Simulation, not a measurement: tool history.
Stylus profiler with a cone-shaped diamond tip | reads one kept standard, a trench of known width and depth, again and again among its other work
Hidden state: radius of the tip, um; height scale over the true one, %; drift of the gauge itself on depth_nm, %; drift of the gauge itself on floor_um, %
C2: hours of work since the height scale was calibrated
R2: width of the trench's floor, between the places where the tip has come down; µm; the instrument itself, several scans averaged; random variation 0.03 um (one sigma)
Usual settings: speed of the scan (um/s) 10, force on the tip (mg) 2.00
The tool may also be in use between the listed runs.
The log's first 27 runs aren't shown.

run 28 hour=363.9 | speed_of_the_scan_(um/s)=9 force_on_the_tip_(mg)=2.00 | scans_with_this_tip=7154 C2=525 | depth_of_the_trench_(Å)=10081.8 R2=15.06
run 29 hour=376.1 | speed_of_the_scan_(um/s)=9 force_on_the_tip_(mg)=2.00 | scans_with_this_tip=7272 C2=534 | depth_of_the_trench_(Å)=10081.8 R2=15.00
run 30 hour=393.3 | speed_of_the_scan_(um/s)=2 force_on_the_tip_(mg)=1.07 | scans_with_this_tip=7438 C2=546 | depth_of_the_trench_(Å)=10050.3 R2=15.00
-- hour=395.2 height scale calibrated on a step standard
run 31 hour=405.3 | speed_of_the_scan_(um/s)=12 force_on_the_tip_(mg)=0.83 | scans_with_this_tip=7550 C2=7 | depth_of_the_trench_(Å)=10031.9 R2=14.94
run 32 hour=427.0 | speed_of_the_scan_(um/s)=15 force_on_the_tip_(mg)=4.42 | scans_with_this_tip=7759 C2=23 | depth_of_the_trench_(Å)=10145.4 R2=14.95
run 33 hour=446.1 | speed_of_the_scan_(um/s)=15 force_on_the_tip_(mg)=4.42 | scans_with_this_tip=7945 C2=36 | depth_of_the_trench_(Å)=10144.1 R2=14.93
-- hour=450.0 height scale calibrated on a step standard, once more
run 34 hour=460.6 | speed_of_the_scan_(um/s)=36 force_on_the_tip_(mg)=0.88 | scans_with_this_tip=8080 C2=8 | depth_of_the_trench_(Å)=10057.7 R2=14.76
run 35 hour=484.6 | speed_of_the_scan_(um/s)=9 force_on_the_tip_(mg)=1.01 | scans_with_this_tip=8313 C2=25 | depth_of_the_trench_(Å)=10058.4 R2=14.91
run 36 hour=502.9 | speed_of_the_scan_(um/s)=2 force_on_the_tip_(mg)=3.56 | scans_with_this_tip=8490 C2=38 | depth_of_the_trench_(Å)=10143.3 R2=14.88
run 37 hour=513.1 | speed_of_the_scan_(um/s)=12 force_on_the_tip_(mg)=0.73 | scans_with_this_tip=8588 C2=45 | depth_of_the_trench_(Å)=10051.6 R2=14.79
run 38 hour=529.4 | speed_of_the_scan_(um/s)=9 force_on_the_tip_(mg)=1.58 | scans_with_this_tip=8746 C2=56 | depth_of_the_trench_(Å)=10082.6 R2=14.80
run 39 hour=548.5 | speed_of_the_scan_(um/s)=9 force_on_the_tip_(mg)=1.58 | scans_with_this_tip=8931 C2=70 | depth_of_the_trench_(Å)=10084.7 R2=14.84
run 40 hour=564.9 | speed_of_the_scan_(um/s)=9 force_on_the_tip_(mg)=1.58 | scans_with_this_tip=9090 C2=82 | depth_of_the_trench_(Å)=10082.2 R2=14.80

The next listed run, before its measurement:
run 41 hour=577.4 | speed_of_the_scan_(um/s)=3 force_on_the_tip_(mg)=3.17 | scans_with_this_tip=9211 C2=90 | depth_of_the_trench_(Å)=? R2=?

{"run 41": {"depth of the trench (Å)": 10136.1, "R2": 14.78}}
Without the tool's hidden state the same run would have given depth of the trench (Å) 10140.2, R2 15.97 µm.
